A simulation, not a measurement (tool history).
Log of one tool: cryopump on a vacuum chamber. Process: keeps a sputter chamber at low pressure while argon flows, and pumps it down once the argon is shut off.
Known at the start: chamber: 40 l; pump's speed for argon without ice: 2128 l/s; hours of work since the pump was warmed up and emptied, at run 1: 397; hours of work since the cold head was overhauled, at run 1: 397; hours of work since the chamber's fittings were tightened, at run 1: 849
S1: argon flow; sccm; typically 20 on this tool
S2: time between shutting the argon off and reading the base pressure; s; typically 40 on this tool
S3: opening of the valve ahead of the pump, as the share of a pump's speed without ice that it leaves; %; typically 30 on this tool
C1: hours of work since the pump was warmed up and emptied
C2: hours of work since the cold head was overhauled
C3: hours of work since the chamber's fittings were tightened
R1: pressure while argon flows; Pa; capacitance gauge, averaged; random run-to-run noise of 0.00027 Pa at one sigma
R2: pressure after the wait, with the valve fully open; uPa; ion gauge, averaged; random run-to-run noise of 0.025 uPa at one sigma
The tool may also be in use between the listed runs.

run	day	S1	S2	S3	C1	C2	C3	R1	R2
1	0	20	40	30	397	397	849	0.0545	1.71
2	3.404	20	40	30	454	454	906	0.0546	1.81
3	6.667	20	227	30	509	509	960	0.0553	1.16
4	8.888	20	227	30	546	546	998	0.0551	1.23
5	11.721	20	58	30	593	593	1045	0.0553	1.64
6	14.571	20	58	30	641	641	1093	0.0559	1.79
7	17.483	20	58	47	690	690	1141	0.037	1.79
8	20.858	20	58	47	746	746	1198	0.0374	1.89
9	23.321	20	58	47	788	788	1239	0.0375	1.94
10	25.388	20	58	52	822	822	1273	0.0343	1.98
11	26.804	20	58	52	846	846	1297	0.0343	2.02
# day 28.433: pump warmed up, emptied and cooled again
12	29.012	20	36	52	10	879	1331	0.0305	2.14
13	30.5	20	36	52	35	904	1356	0.0308	2.2
14	32.754	20	40	30	72	942	1393	0.0533	2.09
15	35.075	20	40	30	111	981	1432	0.053	2.15
# day 38.129: leaking fittings of the chamber tightened, without venting
16	38.138	20	40	46	161	1030	0	0.0352	0.97
17	40.679	20	40	46	203	1073	43	0.0355	0.98
18	42.096	20	40	46	227	1097	66	0.0357	1.01
19	44.767	20	40	46	272	1141	111	0.0355	1.09
20	48.092	20	40	46	327	1197	167	0.0357	1.15
21	51.029	9	98	36	377	1246	216	0.0205	0.68
22	52.592	9	98	36	403	1272	242	0.0209	0.69
23	55.621	9	98	36	453	1323	293	0.0208	0.8
24	57.604	9	98	36	487	1356	326	0.0208	0.81
25	59.85	9	98	36	524	1394	363	0.0207	0.8
26	62.167	36	78	43	563	1432	402	0.0709	0.97
27	65.321	36	78	43	616	1485	455	0.0712	1.03
28	67.088	21	78	40	645	1515	484	0.0441	1.06
29	69.079	20	229	30	678	1548	518	0.0562	0.81
30	71.592	19	77	37	720	1590	560	0.0439	1.17
31	73.121	20	40	23	746	1616	585	0.0729	1.58
32	74.579	20	40	23	770	1640	610	0.0726	1.59
33	77.117	18	43	35	813	1682	652	0.0445	1.6

Predict each of these 4 candidate next runs independently; none follows another, all start after run 33:
# day 80.538: pump warmed up, emptied and cooled again
A	80.596	20	59	20	1	1737	707	?	?
# day 80.538: pump warmed up, emptied and cooled again
B	80.596	15	121	17	1	1737	707	?	?
# day 80.538: pump warmed up, emptied and cooled again
C	80.596	18	280	35	1	1737	707	?	?
# day 80.538: pump warmed up, emptied and cooled again
D	80.596	18	43	35	1	1737	707	?	?

run	R1	R2
A	0.0799	1.29
B	0.0705	0.98
C	0.0411	0.87
D	0.0414	1.46
Stripped of hidden state, with their random variation kept, the same runs would have yielded:
run	R1	R2
A	0.0796	0.7
B	0.0703	0.42
C	0.0408	0.29
D	0.0412	0.89

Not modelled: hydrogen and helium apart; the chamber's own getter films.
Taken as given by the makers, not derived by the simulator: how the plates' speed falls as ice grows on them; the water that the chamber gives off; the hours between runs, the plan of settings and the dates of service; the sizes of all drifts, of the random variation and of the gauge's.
